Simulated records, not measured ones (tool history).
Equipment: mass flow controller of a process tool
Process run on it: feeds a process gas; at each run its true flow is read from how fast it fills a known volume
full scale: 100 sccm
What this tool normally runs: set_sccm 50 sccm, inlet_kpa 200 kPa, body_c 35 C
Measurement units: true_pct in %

run	hour	set_sccm	inlet_kpa	body_c	true_pct
1	0	50	200	35	98.78
2	90.4	50	200	35	98.8
3	154	50	200	35	98.83
4	229.7	50	200	35	98.74
5	314.2	50	200	35	98.84
6	381.6	50	254	35	99.29
7	492.9	50	200	35	98.77
8	555.1	50	200	35	98.85
9	669.4	50	200	35	98.69

The next listed run, before its measurement:
10	737.5	50	200	35	?

Logged for run 10: true_pct 98.67 %.
Without the tool's hidden state the same run would have given true_pct 98.67 %.
